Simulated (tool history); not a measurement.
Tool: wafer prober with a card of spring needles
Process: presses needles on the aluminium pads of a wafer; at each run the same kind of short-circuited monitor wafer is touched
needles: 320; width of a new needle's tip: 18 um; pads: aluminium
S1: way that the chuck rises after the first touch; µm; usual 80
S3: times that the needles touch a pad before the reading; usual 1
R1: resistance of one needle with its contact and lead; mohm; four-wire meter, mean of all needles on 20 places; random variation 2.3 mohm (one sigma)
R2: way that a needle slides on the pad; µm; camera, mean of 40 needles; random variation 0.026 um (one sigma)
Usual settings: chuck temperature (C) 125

Run 1, day 0: usual settings. Result: R1 260 mohm, R2 10.59 µm.
At day 0.042: tips cleaned on abrasive film.
Run 2, day 0.4: usual settings. Result: R1 259 mohm, R2 10.58 µm.
At day 0.446: tips cleaned on abrasive film.
At day 0.854: tips cleaned on abrasive film.
Run 3, day 1.054: usual settings. Result: R1 253 mohm, R2 10.62 µm.
At day 1.262: tips cleaned on abrasive film.
Run 4, day 1.371: usual settings but S1 62 µm. Result: R1 264 mohm, R2 8.18 µm.
At day 1.596: height of the first contact set anew.
At day 1.712: tips cleaned on abrasive film.
At day 2.112: tips cleaned on abrasive film.
Run 5, day 2.142: usual settings but S1 62 µm. Result: R1 265 mohm, R2 8.15 µm.
At day 2.533: tips cleaned on abrasive film.
Run 6, day 2.567: usual settings. Result: R1 259 mohm, R2 10.53 µm.
At day 2.962: tips cleaned on abrasive film.
Run 7, day 3.196: usual settings. Result: R1 260 mohm, R2 10.52 µm.
At day 3.383: tips cleaned on abrasive film.
Run 8, day 3.517: usual settings. Result: R1 257 mohm, R2 10.49 µm.
At day 3.8: tips cleaned on abrasive film.
At day 4.225: tips cleaned on abrasive film.
Run 9, day 4.225: usual settings but S1 86 µm, chuck temperature (C) 27, S3 2. Result: R1 232 mohm, R2 11.28 µm.
At day 4.642: tips cleaned on abrasive film.
Run 10, day 4.742: usual settings but S1 86 µm, chuck temperature (C) 50, S3 2. Result: R1 233 mohm, R2 11.27 µm.
At day 5.054: tips cleaned on abrasive film.
Run 11, day 5.346: usual settings but S1 86 µm, chuck temperature (C) 50, S3 2. Result: R1 236 mohm, R2 11.27 µm.
At day 5.483: tips cleaned on abrasive film.
At day 5.921: tips cleaned on abrasive film.
Run 12, day 6.088: usual settings but S1 67 µm, chuck temperature (C) 55, S3 2. Result: R1 242 mohm, R2 8.71 µm.
At day 6.329: tips cleaned on abrasive film.
Run 13, day 6.529: usual settings but S1 67 µm, chuck temperature (C) 55, S3 2. Result: R1 241 mohm, R2 8.73 µm.
At day 6.738: tips cleaned on abrasive film.
Run 14, day 6.933: usual settings but S1 82 µm, chuck temperature (C) 39. Result: R1 233 mohm, R2 10.69 µm.
At day 7.158: tips cleaned on abrasive film.
Run 15, day 7.521: usual settings but S1 82 µm, chuck temperature (C) 39. Result: R1 234 mohm, R2 10.68 µm.
At day 7.567: tips cleaned on abrasive film.
At day 7.996: tips cleaned on abrasive film.
Run 16, day 8.179: usual settings but S1 72 µm, chuck temperature (C) 32. Result: R1 236 mohm, R2 9.35 µm.

Forecast each of these 3 alternatives for the next run:
At day 8.271: gauge calibrated.
At day 8.4: tips cleaned on abrasive film.
At day 8.833: tips cleaned on abrasive film.
Run A, day 8.917: usual settings but S1 78 µm. Result: R1 ?, R2 ?.
At day 8.271: gauge calibrated.
At day 8.4: tips cleaned on abrasive film.
At day 8.833: tips cleaned on abrasive film.
Run B, day 8.917: usual settings but S1 69 µm, chuck temperature (C) 114, S3 2. Result: R1 ?, R2 ?.
At day 8.271: gauge calibrated.
At day 8.4: tips cleaned on abrasive film.
At day 8.833: tips cleaned on abrasive film.
Run C, day 8.917: usual settings but S1 66 µm, chuck temperature (C) 117. Result: R1 ?, R2 ?.

run   R1     R2
  A  258  10.28
  B  260   9.11
  C  258   8.74
Without the tool's hidden state the same runs would have given:
run   R1    R2
  A  258  10.3
  B  260  9.12
  C  258  8.75
